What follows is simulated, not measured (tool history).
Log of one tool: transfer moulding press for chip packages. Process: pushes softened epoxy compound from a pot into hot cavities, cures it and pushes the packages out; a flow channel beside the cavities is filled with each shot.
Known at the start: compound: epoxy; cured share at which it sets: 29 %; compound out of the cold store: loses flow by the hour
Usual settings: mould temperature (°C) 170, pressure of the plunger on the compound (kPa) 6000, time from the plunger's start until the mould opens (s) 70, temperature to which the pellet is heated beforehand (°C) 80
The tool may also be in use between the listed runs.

| run | hour | mould temperature (°C) | pressure of the plunger on the compound (kPa) | time from the plunger's start until the mould opens (s) | temperature to which the pellet is heated beforehand (°C) | incoming compound's hours out of the cold store | length that the compound runs in the flow channel (mm) | greatest force on the pins that push the packages out (N) |
|---|---|---|---|---|---|---|---|---|
| 1 | 0 | 170 | 6000 | 70 | 80 | 26.4 | 686 | 296 |
|  | 42.1 | cavities cleaned with cleaning compound and waxed |
| 2 | 82.3 | 170 | 6000 | 70 | 80 | 22.4 | 695 | 383 |
|  | 96.7 | cavities cleaned with cleaning compound and waxed |
|  | 138.4 | plunger's sealing rings changed |
|  | 155 | cavities cleaned with cleaning compound and waxed |
|  | 169.1 | mould's thermocouples calibrated |
| 3 | 186.2 | 170 | 6000 | 70 | 80 | 24.2 | 740 | 352 |
|  | 212.8 | cavities cleaned with cleaning compound and waxed |
|  | 261.5 | cavities cleaned with cleaning compound and waxed |
| 4 | 264 | 170 | 6000 | 61 | 80 | 10.3 | 802 | 383 |
|  | 314.8 | cavities cleaned with cleaning compound and waxed |
| 5 | 328.5 | 170 | 6000 | 61 | 80 | 10.1 | 770 | 425 |
|  | 366.7 | cavities cleaned with cleaning compound and waxed |
| 6 | 380.4 | 170 | 6000 | 61 | 80 | 35.3 | 665 | 375 |
|  | 421 | cavities cleaned with cleaning compound and waxed |
| 7 | 435.1 | 170 | 6110 | 70 | 80 | 41.8 | 645 | 291 |
|  | 477.2 | cavities cleaned with cleaning compound and waxed |
|  | 528.4 | cavities cleaned with cleaning compound and waxed |
| 8 | 533.9 | 170 | 5130 | 70 | 80 | 45.3 | 566 | 269 |
|  | 579.8 | plunger's sealing rings changed |
|  | 581.3 | cavities cleaned with cleaning compound and waxed |
| 9 | 590.7 | 170 | 5130 | 70 | 83 | 38.3 | 634 | 270 |
|  | 633.6 | cavities cleaned with cleaning compound and waxed |
| 10 | 636.7 | 170 | 5130 | 70 | 83 | 44.6 | 607 | 252 |
|  | 688.9 | cavities cleaned with cleaning compound and waxed |
| 11 | 707.8 | 170 | 5130 | 70 | 83 | 13.5 | 711 | 335 |
|  | 743.2 | cavities cleaned with cleaning compound and waxed |
| 12 | 785.2 | 170 | 5130 | 70 | 83 | 14 | 690 | 371 |
|  | 792.9 | cavities cleaned with cleaning compound and waxed |
|  | 842.2 | cavities cleaned with cleaning compound and waxed |
| 13 | 873.3 | 164 | 5130 | 70 | 83 | 39 | 600 | 478 |
|  | 897.3 | cavities cleaned with cleaning compound and waxed |
| 14 | 919.6 | 175 | 4770 | 103 | 76 | 29.6 | 590 | 244 |
|  | 948.4 | cavities cleaned with cleaning compound and waxed |
|  | 998.5 | cavities cleaned with cleaning compound and waxed |
| 15 | 998.5 | 175 | 4770 | 103 | 76 | 41.2 | 548 | 190 |
|  | 1018.2 | plunger's sealing rings changed |
|  | 1049.1 | cavities cleaned with cleaning compound and waxed |
| 16 | 1079.4 | 175 | 4770 | 103 | 76 | 25.7 | 650 | 257 |
|  | 1097.4 | cavities cleaned with cleaning compound and waxed |
| 17 | 1135.9 | 175 | 4770 | 103 | 76 | 34.2 | 614 | 271 |
|  | 1145.6 | cavities cleaned with cleaning compound and waxed |
|  | 1197.6 | cavities cleaned with cleaning compound and waxed |
| 18 | 1197.6 | 175 | 4770 | 103 | 87 | 33.8 | 614 | 188 |
|  | 1252.8 | cavities cleaned with cleaning compound and waxed |
| 19 | 1263.9 | 170 | 6000 | 94 | 80 | 29.8 | 683 | 230 |
|  | 1284.3 | mould's thermocouples calibrated |
|  | 1302.8 | cavities cleaned with cleaning compound and waxed |
| 20 | 1325.3 | 170 | 6310 | 69 | 71 | 13.8 | 756 | 368 |
|  | 1353.2 | cavities cleaned with cleaning compound and waxed |
|  | 1401.5 | cavities cleaned with cleaning compound and waxed |
| 21 | 1401.5 | 171 | 5470 | 80 | 85 | 36 | 614 | 208 |
| 22 | 1447 | 174 | 4710 | 51 | 77 | 40 | 548 | 614 |
|  | 1456.4 | plunger's sealing rings changed |
|  | 1457.9 | cavities cleaned with cleaning compound and waxed |
|  | 1507.8 | cavities cleaned with cleaning compound and waxed |
| 23 | 1507.8 | 174 | 4710 | 51 | 77 | 45.5 | 581 | 390 |
|  | 1556.5 | cavities cleaned with cleaning compound and waxed |
| 24 | 1568.8 | 162 | 4880 | 58 | 74 | 34 | 628 | 752 |
|  | 1607.9 | cavities cleaned with cleaning compound and waxed |
|  | 1658.4 | cavities cleaned with cleaning compound and waxed |
| 25 | 1666.2 | 170 | 5050 | 93 | 80 | 12.7 | 699 | 217 |

Forecast each of these 4 alternatives for the next run:
|  | 1711 | cavities cleaned with cleaning compound and waxed |
| A | 1714.1 | 173 | 5050 | 93 | 80 | 26.6 | ? | ? |
|  | 1711 | cavities cleaned with cleaning compound and waxed |
| B | 1714.1 | 162 | 6000 | 80 | 80 | 16 | ? | ? |
|  | 1711 | cavities cleaned with cleaning compound and waxed |
| C | 1714.1 | 174 | 5960 | 93 | 80 | 14.8 | ? | ? |
|  | 1711 | cavities cleaned with cleaning compound and waxed |
| D | 1714.1 | 176 | 5620 | 60 | 80 | 14.2 | ? | ? |

| run | length that the compound runs in the flow channel (mm) | greatest force on the pins that push the packages out (N) |
|---|---|---|
| A | 644 | 199 |
| B | 749 | 352 |
| C | 731 | 208 |
| D | 715 | 276 |
Without the tool's hidden state the same runs would have given:
| run | length that the compound runs in the flow channel (mm) | greatest force on the pins that push the packages out (N) |
|---|---|---|
| A | 686 | 185 |
| B | 797 | 341 |
| C | 779 | 193 |
| D | 761 | 263 |

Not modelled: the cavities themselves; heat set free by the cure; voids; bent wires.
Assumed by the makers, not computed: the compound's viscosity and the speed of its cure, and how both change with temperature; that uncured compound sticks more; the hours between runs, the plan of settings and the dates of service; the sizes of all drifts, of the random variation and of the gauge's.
